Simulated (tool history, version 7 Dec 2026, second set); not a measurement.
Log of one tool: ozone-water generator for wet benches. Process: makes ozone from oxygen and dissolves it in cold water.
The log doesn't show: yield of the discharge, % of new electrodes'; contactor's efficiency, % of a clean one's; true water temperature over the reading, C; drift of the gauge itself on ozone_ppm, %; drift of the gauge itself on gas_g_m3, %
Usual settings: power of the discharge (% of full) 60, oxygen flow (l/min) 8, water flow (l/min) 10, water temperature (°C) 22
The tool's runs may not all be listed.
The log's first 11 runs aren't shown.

run      day  power of the discharge (% of full)  oxygen flow (l/min)  water flow (l/min)  water temperature (°C)  hours of work since the electrodes were changed  hours of work since the contactor was cleaned  hours of work since the thermometer was calibrated  dissolved ozone (ppm)  ozone in the gas ahead of the water (g/m3)
 12   55.942                                  60                 4.16                  10                      22                                             3054                                            657                                                3658                   35.3                                       277.6
 13   60.233                                  60                 4.16                  10                      22                                             3123                                            727                                                3728                   34.9                                         277
 14   66.954                                  60                 4.16                  10                      22                                             3233                                            836                                                3837                   34.8                                         277
 15   70.279                                  60                    8                  14                      22                                             3287                                            890                                                3891                   25.7                                       198.6
 16   75.212                                  60                    8                  14                      22                                             3367                                            970                                                3972                   25.7                                       201.3
 17   79.938                                  42                 5.32                  10                      19                                             3444                                           1047                                                4049                   28.9                                       194.3
 18   85.329                                  42                 5.32                  10                      19                                             3532                                           1135                                                4136                   28.9                                       195.2
 19   90.938                                  89                 5.32                   8                      24                                             3623                                           1226                                                4228                   47.8                                         316
 20   95.138                                  89                 5.32                   8                      24                                             3691                                           1295                                                4296                   47.3                                       318.1
 21  100.442                                  77                11.63                  11                      15                                             3778                                           1381                                                4382                   37.9                                       194.8
 22  105.792                                  77                11.63                  11                      15                                             3865                                           1468                                                4469                   38.1                                       195.8
 23  109.204                                  77                11.63                  11                      15                                             3920                                           1524                                                4525                   37.6                                       195.6
 24  114.792                                  60                 6.62                  13                      24                                             4011                                           1615                                                4616                   26.4                                       220.9
 25  119.408                                  60                 6.17                  14                      24                                             4087                                           1690                                                4691                   25.9                                       226.2
     124.412  -- water thermometer calibrated
 26  124.558                                  64                 4.69                  12                      22                                             4170                                           1773                                                   2                     32                                       270.5
 27  129.829                                  64                 4.69                  12                      22                                             4256                                           1859                                                  88                   31.8                                       271.3
 28    132.8                                  77                 4.92                  10                      25                                             4304                                           1907                                                 137                     38                                       301.1
 29  136.208                                 100                  9.4                  12                      25                                             4360                                           1963                                                 192                   35.3                                       259.7
 30  139.504                                 100                  9.4                  12                      25                                             4413                                           2017                                                 246                   35.3                                       256.1
 31  145.538                                 100                  9.4                  12                      25                                             4511                                           2115                                                 344                   35.9                                       254.1
 32  148.492                                  72                  9.4                  16                      24                                             4560                                           2163                                                 392                   24.9                                       207.9

Forecast each of these 5 alternatives for the next run:
  A  152.538                                  60                 6.23                  10                      19                                             4625                                           2229                                                 458                      ?                                           ?
  B  152.538                                  60                 5.78                  10                      22                                             4625                                           2229                                                 458                      ?                                           ?
  C  152.538                                  72                  9.4                  16                      26                                             4625                                           2229                                                 458                      ?                                           ?
  D  152.538                                  77                  9.4                  12                      25                                             4625                                           2229                                                 458                      ?                                           ?
  E  152.538                                  45                  9.4                  16                      24                                             4625                                           2229                                                 458                      ?                                           ?

run  dissolved ozone (ppm)  ozone in the gas ahead of the water (g/m3)
  A                     35                                       227.9
  B                     33                                       235.7
  C                     24                                         207
  D                   30.3                                         216
  E                   18.3                                       152.4
Without the tool's hidden state the same runs would have given:
run  dissolved ozone (ppm)  ozone in the gas ahead of the water (g/m3)
  A                   35.1                                       228.2
  B                   33.1                                       236.1
  C                     24                                       207.3
  D                   30.4                                       216.4
  E                   18.3                                       152.5

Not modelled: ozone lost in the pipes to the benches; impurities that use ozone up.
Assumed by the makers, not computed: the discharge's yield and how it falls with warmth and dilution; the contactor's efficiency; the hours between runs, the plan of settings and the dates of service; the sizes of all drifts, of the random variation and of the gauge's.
